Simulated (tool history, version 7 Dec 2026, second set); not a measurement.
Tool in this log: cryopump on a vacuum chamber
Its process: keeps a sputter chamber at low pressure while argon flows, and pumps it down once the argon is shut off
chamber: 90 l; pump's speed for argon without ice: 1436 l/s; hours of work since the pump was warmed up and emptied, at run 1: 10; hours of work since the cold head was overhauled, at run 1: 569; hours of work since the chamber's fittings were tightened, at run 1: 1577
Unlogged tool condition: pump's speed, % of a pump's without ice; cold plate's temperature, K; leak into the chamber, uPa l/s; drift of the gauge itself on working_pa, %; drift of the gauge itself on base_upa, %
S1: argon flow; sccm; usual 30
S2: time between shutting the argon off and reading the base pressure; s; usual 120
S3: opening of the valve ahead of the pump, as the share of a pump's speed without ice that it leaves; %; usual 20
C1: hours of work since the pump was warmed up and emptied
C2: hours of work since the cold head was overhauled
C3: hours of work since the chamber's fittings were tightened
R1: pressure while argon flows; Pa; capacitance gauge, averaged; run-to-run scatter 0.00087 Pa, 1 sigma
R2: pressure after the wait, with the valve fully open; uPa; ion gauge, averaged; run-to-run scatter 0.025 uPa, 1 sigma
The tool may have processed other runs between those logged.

run 1 hour=0 | S1=30 S2=120 S3=20 | C1=10 C2=569 C3=1577 | R1=0.1773 R2=3.2
run 2 hour=26.1 | S1=30 S2=120 S3=20 | C1=23 C2=581 C3=1589 | R1=0.1777 R2=3.24
run 3 hour=50.8 | S1=45 S2=120 S3=20 | C1=34 C2=593 C3=1601 | R1=0.2668 R2=3.43
run 4 hour=75.7 | S1=45 S2=120 S3=20 | C1=46 C2=605 C3=1613 | R1=0.2662 R2=3.26
run 5 hour=92.2 | S1=30 S2=120 S3=19 | C1=54 C2=612 C3=1621 | R1=0.1863 R2=3.49
run 6 hour=116.8 | S1=30 S2=120 S3=20 | C1=66 C2=624 C3=1632 | R1=0.1786 R2=3.5
run 7 hour=150.6 | S1=30 S2=120 S3=20 | C1=82 C2=640 C3=1648 | R1=0.1781 R2=3.49
run 8 hour=186.3 | S1=30 S2=120 S3=19 | C1=99 C2=657 C3=1665 | R1=0.1876 R2=3.56
-- hour=203.7 leaking fittings of the chamber tightened, without venting
run 9 hour=207.7 | S1=30 S2=120 S3=20 | C1=108 C2=666 C3=2 | R1=0.1782 R2=1.05
run 10 hour=236.7 | S1=30 S2=120 S3=20 | C1=122 C2=680 C3=16 | R1=0.1798 R2=0.95
run 11 hour=266.7 | S1=30 S2=120 S3=20 | C1=136 C2=694 C3=30 | R1=0.1802 R2=1.06
run 12 hour=292.3 | S1=30 S2=120 S3=20 | C1=148 C2=706 C3=42 | R1=0.1787 R2=1.08
run 13 hour=318.2 | S1=30 S2=120 S3=20 | C1=160 C2=719 C3=54 | R1=0.1797 R2=1.08
run 14 hour=340.5 | S1=30 S2=120 S3=20 | C1=171 C2=729 C3=65 | R1=0.1801 R2=1.07
run 15 hour=370.8 | S1=30 S2=120 S3=20 | C1=185 C2=744 C3=79 | R1=0.1807 R2=1.12
run 16 hour=394.5 | S1=16 S2=137 S3=18 | C1=196 C2=755 C3=90 | R1=0.1072 R2=1.05
run 17 hour=410.5 | S1=16 S2=137 S3=25 | C1=204 C2=762 C3=98 | R1=0.0771 R2=1.08
run 18 hour=445.2 | S1=12 S2=137 S3=36 | C1=221 C2=779 C3=114 | R1=0.0413 R2=1.08

Predict the results of run 19:
run 19 hour=460.9 | S1=30 S2=266 S3=20 | C1=228 C2=786 C3=122 | R1=? R2=?

R1: 0.1802 Pa
R2: 0.8 uPa
Without the tool's hidden state the same run would have given R1 0.1757 Pa, R2 0.55 uPa.
